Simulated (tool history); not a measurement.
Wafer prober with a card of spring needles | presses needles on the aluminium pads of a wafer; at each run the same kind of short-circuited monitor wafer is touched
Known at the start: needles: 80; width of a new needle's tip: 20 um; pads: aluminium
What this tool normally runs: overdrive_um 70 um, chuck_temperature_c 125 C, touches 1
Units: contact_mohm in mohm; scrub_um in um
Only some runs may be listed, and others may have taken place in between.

{"run": 1, "hour": 0.0, "overdrive_um": 70, "chuck_temperature_c": 125, "touches": 1, "contact_mohm": 241, "scrub_um": 13.2}
{"hour": 2.3, "done": "tips cleaned on abrasive film"}
{"hour": 11.0, "done": "tips cleaned on abrasive film"}
{"hour": 21.9, "done": "tips cleaned on abrasive film"}
{"hour": 30.6, "done": "tips cleaned on abrasive film"}
{"hour": 41.5, "done": "tips cleaned on abrasive film"}
{"hour": 52.4, "done": "tips cleaned on abrasive film"}
{"run": 2, "hour": 52.5, "overdrive_um": 70, "chuck_temperature_c": 38, "touches": 1, "contact_mohm": 125, "scrub_um": 13.19}
{"hour": 61.3, "done": "tips cleaned on abrasive film"}
{"hour": 70.0, "done": "tips cleaned on abrasive film"}
{"hour": 76.8, "done": "height of the first contact set anew"}
{"hour": 81.2, "done": "tips cleaned on abrasive film"}
{"hour": 92.1, "done": "tips cleaned on abrasive film"}
{"hour": 100.8, "done": "tips cleaned on abrasive film"}
{"hour": 111.7, "done": "tips cleaned on abrasive film"}
{"hour": 122.6, "done": "tips cleaned on abrasive film"}
{"run": 3, "hour": 129.7, "overdrive_um": 70, "chuck_temperature_c": 38, "touches": 1, "contact_mohm": 233, "scrub_um": 13.42}
{"hour": 132.0, "done": "tips cleaned on abrasive film"}
{"hour": 142.9, "done": "tips cleaned on abrasive film"}
{"hour": 153.8, "done": "tips cleaned on abrasive film"}
{"hour": 162.5, "done": "tips cleaned on abrasive film"}
{"hour": 173.4, "done": "tips cleaned on abrasive film"}
{"hour": 184.3, "done": "tips cleaned on abrasive film"}
{"run": 4, "hour": 185.1, "overdrive_um": 70, "chuck_temperature_c": 38, "touches": 1, "contact_mohm": 145, "scrub_um": 13.37}
{"hour": 193.8, "done": "tips cleaned on abrasive film"}
{"hour": 204.7, "done": "tips cleaned on abrasive film"}
{"hour": 215.6, "done": "tips cleaned on abrasive film"}
{"hour": 224.4, "done": "tips cleaned on abrasive film"}
{"hour": 235.2, "done": "tips cleaned on abrasive film"}
{"hour": 246.1, "done": "tips cleaned on abrasive film"}
{"hour": 254.9, "done": "tips cleaned on abrasive film"}
{"run": 5, "hour": 260.7, "overdrive_um": 70, "chuck_temperature_c": 38, "touches": 1, "contact_mohm": 234, "scrub_um": 13.3}
{"hour": 265.1, "done": "tips cleaned on abrasive film"}
{"hour": 273.9, "done": "tips cleaned on abrasive film"}
{"hour": 284.8, "done": "tips cleaned on abrasive film"}
{"hour": 295.6, "done": "tips cleaned on abrasive film"}
{"hour": 304.4, "done": "tips cleaned on abrasive film"}
{"hour": 315.3, "done": "tips cleaned on abrasive film"}
{"hour": 326.2, "done": "tips cleaned on abrasive film"}
{"run": 6, "hour": 332.2, "overdrive_um": 70, "chuck_temperature_c": 38, "touches": 1, "contact_mohm": 235, "scrub_um": 13.24}
{"hour": 336.6, "done": "tips cleaned on abrasive film"}
{"hour": 347.5, "done": "tips cleaned on abrasive film"}
{"hour": 356.2, "done": "tips cleaned on abrasive film"}
{"hour": 367.1, "done": "tips cleaned on abrasive film"}
{"run": 7, "hour": 372.2, "overdrive_um": 70, "chuck_temperature_c": 38, "touches": 1, "contact_mohm": 226, "scrub_um": 13.18}
{"hour": 376.6, "done": "tips cleaned on abrasive film"}
{"hour": 387.5, "done": "tips cleaned on abrasive film"}
{"hour": 396.2, "done": "tips cleaned on abrasive film"}
{"hour": 405.2, "done": "height of the first contact set anew"}
{"hour": 407.4, "done": "tips cleaned on abrasive film"}
{"run": 8, "hour": 413.4, "overdrive_um": 70, "chuck_temperature_c": 38, "touches": 1, "contact_mohm": 234, "scrub_um": 13.49}
{"hour": 417.8, "done": "tips cleaned on abrasive film"}
{"hour": 428.7, "done": "tips cleaned on abrasive film"}
{"hour": 437.5, "done": "tips cleaned on abrasive film"}
{"hour": 448.4, "done": "tips cleaned on abrasive film"}
{"run": 9, "hour": 449.8, "overdrive_um": 82, "chuck_temperature_c": 38, "touches": 1, "contact_mohm": 153, "scrub_um": 15.74}
{"hour": 458.5, "done": "tips cleaned on abrasive film"}
{"hour": 469.4, "done": "tips cleaned on abrasive film"}
{"hour": 478.1, "done": "tips cleaned on abrasive film"}
{"hour": 489.0, "done": "tips cleaned on abrasive film"}
{"hour": 497.7, "done": "tips cleaned on abrasive film"}
{"hour": 508.6, "done": "tips cleaned on abrasive film"}
{"run": 10, "hour": 513.5, "overdrive_um": 70, "chuck_temperature_c": 125, "touches": 1, "contact_mohm": 223, "scrub_um": 13.36}
{"hour": 517.9, "done": "tips cleaned on abrasive film"}
{"hour": 526.6, "done": "tips cleaned on abrasive film"}
{"hour": 535.4, "done": "tips cleaned on abrasive film"}
{"hour": 544.1, "done": "tips cleaned on abrasive film"}
{"hour": 555.0, "done": "tips cleaned on abrasive film"}
{"hour": 563.7, "done": "tips cleaned on abrasive film"}
{"hour": 574.6, "done": "tips cleaned on abrasive film"}
{"hour": 583.3, "done": "tips cleaned on abrasive film"}
{"run": 11, "hour": 584.8, "overdrive_um": 70, "chuck_temperature_c": 125, "touches": 1, "contact_mohm": 167, "scrub_um": 13.32}
{"hour": 593.5, "done": "tips cleaned on abrasive film"}
{"hour": 604.4, "done": "tips cleaned on abrasive film"}
{"hour": 615.3, "done": "tips cleaned on abrasive film"}
{"hour": 624.0, "done": "tips cleaned on abrasive film"}
{"hour": 634.9, "done": "tips cleaned on abrasive film"}
{"hour": 645.8, "done": "tips cleaned on abrasive film"}
{"run": 12, "hour": 647.6, "overdrive_um": 70, "chuck_temperature_c": 125, "touches": 1, "contact_mohm": 171, "scrub_um": 13.21}
{"hour": 656.4, "done": "tips cleaned on abrasive film"}
{"hour": 667.3, "done": "tips cleaned on abrasive film"}
{"hour": 676.0, "done": "tips cleaned on abrasive film"}
{"hour": 686.9, "done": "tips cleaned on abrasive film"}
{"hour": 695.6, "done": "tips cleaned on abrasive film"}
{"hour": 706.5, "done": "tips cleaned on abrasive film"}
{"hour": 717.4, "done": "tips cleaned on abrasive film"}
{"run": 13, "hour": 720.5, "overdrive_um": 70, "chuck_temperature_c": 125, "touches": 1, "contact_mohm": 198, "scrub_um": 13.18}
{"hour": 727.0, "done": "tips cleaned on abrasive film"}
{"hour": 733.8, "done": "height of the first contact set anew"}
{"hour": 736.1, "done": "tips cleaned on abrasive film"}
{"hour": 744.8, "done": "tips cleaned on abrasive film"}
{"hour": 755.7, "done": "tips cleaned on abrasive film"}
{"hour": 766.6, "done": "tips cleaned on abrasive film"}
{"hour": 777.5, "done": "tips cleaned on abrasive film"}
{"run": 14, "hour": 783.8, "overdrive_um": 70, "chuck_temperature_c": 49, "touches": 2, "contact_mohm": 186, "scrub_um": 13.43}
{"hour": 788.2, "done": "tips cleaned on abrasive film"}
{"hour": 799.1, "done": "tips cleaned on abrasive film"}
{"hour": 810.0, "done": "tips cleaned on abrasive film"}
{"hour": 818.7, "done": "tips cleaned on abrasive film"}
{"hour": 827.5, "done": "tips cleaned on abrasive film"}
{"hour": 838.4, "done": "tips cleaned on abrasive film"}
{"run": 15, "hour": 846.5, "overdrive_um": 65, "chuck_temperature_c": 65, "touches": 2, "contact_mohm": 214, "scrub_um": 12.4}
{"hour": 848.7, "done": "tips cleaned on abrasive film"}
{"hour": 859.6, "done": "tips cleaned on abrasive film"}
{"hour": 868.4, "done": "tips cleaned on abrasive film"}
{"hour": 879.3, "done": "tips cleaned on abrasive film"}
{"hour": 890.2, "done": "tips cleaned on abrasive film"}
{"run": 16, "hour": 897.8, "overdrive_um": 61, "chuck_temperature_c": 48, "touches": 2, "contact_mohm": 229, "scrub_um": 11.56}
{"hour": 900.0, "done": "tips cleaned on abrasive film"}
{"hour": 908.8, "done": "tips cleaned on abrasive film"}
{"hour": 919.7, "done": "tips cleaned on abrasive film"}
{"hour": 928.4, "done": "tips cleaned on abrasive film"}
{"hour": 937.1, "done": "tips cleaned on abrasive film"}
{"hour": 948.0, "done": "tips cleaned on abrasive film"}
{"hour": 956.7, "done": "tips cleaned on abrasive film"}
{"run": 17, "hour": 962.0, "overdrive_um": 53, "chuck_temperature_c": 109, "touches": 2, "contact_mohm": 235, "scrub_um": 10.01}
{"hour": 966.4, "done": "tips cleaned on abrasive film"}
{"hour": 977.3, "done": "tips cleaned on abrasive film"}
{"hour": 988.1, "done": "tips cleaned on abrasive film"}
{"hour": 999.0, "done": "tips cleaned on abrasive film"}
{"hour": 1009.9, "done": "tips cleaned on abrasive film"}
{"run": 18, "hour": 1011.6, "overdrive_um": 77, "chuck_temperature_c": 47, "touches": 1, "contact_mohm": 160, "scrub_um": 14.52}
{"hour": 1020.3, "done": "tips cleaned on abrasive film"}
{"hour": 1031.2, "done": "tips cleaned on abrasive film"}
{"hour": 1039.9, "done": "tips cleaned on abrasive film"}
{"run": 19, "hour": 1047.2, "overdrive_um": 55, "chuck_temperature_c": 47, "touches": 3, "contact_mohm": 190, "scrub_um": 10.31}
{"hour": 1049.5, "done": "tips cleaned on abrasive film"}
{"hour": 1060.4, "done": "tips cleaned on abrasive film"}
{"hour": 1062.8, "done": "height of the first contact set anew"}
{"hour": 1069.4, "done": "tips cleaned on abrasive film"}
{"hour": 1080.3, "done": "tips cleaned on abrasive film"}
{"hour": 1089.0, "done": "tips cleaned on abrasive film"}
{"hour": 1099.9, "done": "tips cleaned on abrasive film"}
{"hour": 1110.8, "done": "tips cleaned on abrasive film"}
{"run": 20, "hour": 1118.6, "overdrive_um": 55, "chuck_temperature_c": 47, "touches": 3, "contact_mohm": 202, "scrub_um": 10.54}

Estimate the outcome of run 21 from the log above:
{"hour": 1120.9, "done": "tips cleaned on abrasive film"}
{"hour": 1131.7, "done": "tips cleaned on abrasive film"}
{"hour": 1142.6, "done": "tips cleaned on abrasive film"}
{"hour": 1151.4, "done": "tips cleaned on abrasive film"}
{"hour": 1160.2, "done": "tips cleaned on abrasive film"}
{"run": 21, "hour": 1160.2, "overdrive_um": 70, "chuck_temperature_c": 125, "touches": 2, "contact_mohm": "?", "scrub_um": "?"}

{"run 21": {"contact_mohm": 136, "scrub_um": 13.38}}
If the tool had no hidden condition, the same run with the same run-to-run variation would have returned contact_mohm 125 mohm, scrub_um 13.48 um.
